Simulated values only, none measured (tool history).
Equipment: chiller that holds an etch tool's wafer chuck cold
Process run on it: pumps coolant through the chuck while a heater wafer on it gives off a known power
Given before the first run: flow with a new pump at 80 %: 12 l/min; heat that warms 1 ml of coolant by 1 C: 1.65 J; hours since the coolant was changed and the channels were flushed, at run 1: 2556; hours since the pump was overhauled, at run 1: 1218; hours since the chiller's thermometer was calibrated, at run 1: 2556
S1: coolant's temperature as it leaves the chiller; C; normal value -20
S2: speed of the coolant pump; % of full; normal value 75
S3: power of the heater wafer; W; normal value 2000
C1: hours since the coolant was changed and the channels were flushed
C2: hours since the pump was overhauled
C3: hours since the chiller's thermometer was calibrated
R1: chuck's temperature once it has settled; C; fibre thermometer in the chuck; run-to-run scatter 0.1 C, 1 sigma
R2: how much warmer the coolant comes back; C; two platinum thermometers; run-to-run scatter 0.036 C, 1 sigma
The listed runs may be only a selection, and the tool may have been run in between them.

run 1 day=0.000 | S1=-20 S2=75 S3=2000 | C1=2556 C2=1218 C3=2556 | R1=-5.0 R2=6.63
run 2 day=1.829 | S1=-20 S2=75 S3=2000 | C1=2600 C2=1262 C3=2600 | R1=-5.1 R2=6.65
run 3 day=3.633 | S1=-20 S2=75 S3=2000 | C1=2643 C2=1305 C3=2643 | R1=-5.0 R2=6.69
run 4 day=6.208 | S1=-20 S2=75 S3=2000 | C1=2705 C2=1367 C3=2705 | R1=-5.1 R2=6.62
run 5 day=7.700 | S1=-21 S2=75 S3=2000 | C1=2740 C2=1403 C3=2740 | R1=-5.9 R2=6.68
run 6 day=9.125 | S1=-20 S2=75 S3=1957 | C1=2775 C2=1437 C3=2775 | R1=-5.2 R2=6.55
run 7 day=11.483 | S1=-20 S2=75 S3=1583 | C1=2831 C2=1494 C3=2831 | R1=-7.7 R2=5.24
run 8 day=12.904 | S1=-20 S2=75 S3=2000 | C1=2865 C2=1528 C3=2865 | R1=-5.0 R2=6.70
run 9 day=14.896 | S1=-28 S2=75 S3=2000 | C1=2913 C2=1576 C3=2913 | R1=-13.0 R2=6.79
run 10 day=16.475 | S1=-20 S2=75 S3=2000 | C1=2951 C2=1614 C3=2951 | R1=-4.8 R2=6.73
run 11 day=17.617 | S1=-20 S2=75 S3=2000 | C1=2978 C2=1641 C3=2978 | R1=-4.8 R2=6.70
-- day=18.062 coolant pump overhauled
run 12 day=18.996 | S1=-20 S2=75 S3=2000 | C1=3006 C2=22 C3=3006 | R1=-4.8 R2=6.75
run 13 day=20.267 | S1=-20 S2=75 S3=2000 | C1=3037 C2=53 C3=3037 | R1=-4.7 R2=6.84
run 14 day=22.838 | S1=-26 S2=99 S3=2136 | C1=3099 C2=115 C3=3099 | R1=-12.2 R2=5.35
run 15 day=25.025 | S1=-26 S2=99 S3=2136 | C1=3151 C2=167 C3=3151 | R1=-12.2 R2=5.29
run 16 day=27.654 | S1=-20 S2=75 S3=2000 | C1=3214 C2=230 C3=3214 | R1=-4.6 R2=6.74
run 17 day=29.438 | S1=-11 S2=75 S3=2446 | C1=3257 C2=273 C3=3257 | R1=7.6 R2=8.27
run 18 day=31.121 | S1=-11 S2=75 S3=2446 | C1=3297 C2=313 C3=3297 | R1=7.7 R2=8.33
-- day=31.812 coolant pump overhauled, once more
run 19 day=33.392 | S1=-26 S2=95 S3=2497 | C1=3347 C2=38 C3=3347 | R1=-9.8 R2=6.24
run 20 day=35.412 | S1=-26 S2=95 S3=2497 | C1=3395 C2=86 C3=3395 | R1=-9.6 R2=6.32
run 21 day=37.950 | S1=-26 S2=95 S3=2497 | C1=3456 C2=147 C3=3456 | R1=-9.5 R2=6.32
run 22 day=40.346 | S1=-16 S2=92 S3=2000 | C1=3514 C2=205 C3=3514 | R1=-2.7 R2=5.23
run 23 day=42.071 | S1=-16 S2=92 S3=2000 | C1=3555 C2=246 C3=3555 | R1=-2.5 R2=5.25
run 24 day=44.796 | S1=-28 S2=97 S3=2083 | C1=3621 C2=312 C3=3621 | R1=-14.3 R2=5.19
run 25 day=47.358 | S1=-26 S2=97 S3=1239 | C1=3682 C2=373 C3=3682 | R1=-17.5 R2=3.08
run 26 day=48.850 | S1=-18 S2=65 S3=2249 | C1=3718 C2=409 C3=3718 | R1=1.0 R2=8.57

Alternative continuations, all from the tool just after run 26; predict every row:
run A day=50.900 | S1=-19 S2=75 S3=2000 | C1=3767 C2=458 C3=3767 | R1=? R2=?
run B day=50.900 | S1=-25 S2=75 S3=1189 | C1=3767 C2=458 C3=3767 | R1=? R2=?
run C day=50.900 | S1=-21 S2=63 S3=2249 | C1=3767 C2=458 C3=3767 | R1=? R2=?
run D day=50.900 | S1=-12 S2=99 S3=1311 | C1=3767 C2=458 C3=3767 | R1=? R2=?
run E day=50.900 | S1=-20 S2=76 S3=2461 | C1=3767 C2=458 C3=3767 | R1=? R2=?

run=A R1=-3.6 R2=6.59
run=B R1=-15.6 R2=3.88
run=C R1=-1.9 R2=8.93
run=D R1=-3.2 R2=3.17
run=E R1=-1.3 R2=8.00
Without the tool's unlogged condition, the same runs would have read:
run=A R1=-5.6 R2=6.54
run=B R1=-17.1 R2=3.85
run=C R1=-4.2 R2=8.86
run=D R1=-4.7 R2=3.14
run=E R1=-3.5 R2=7.93
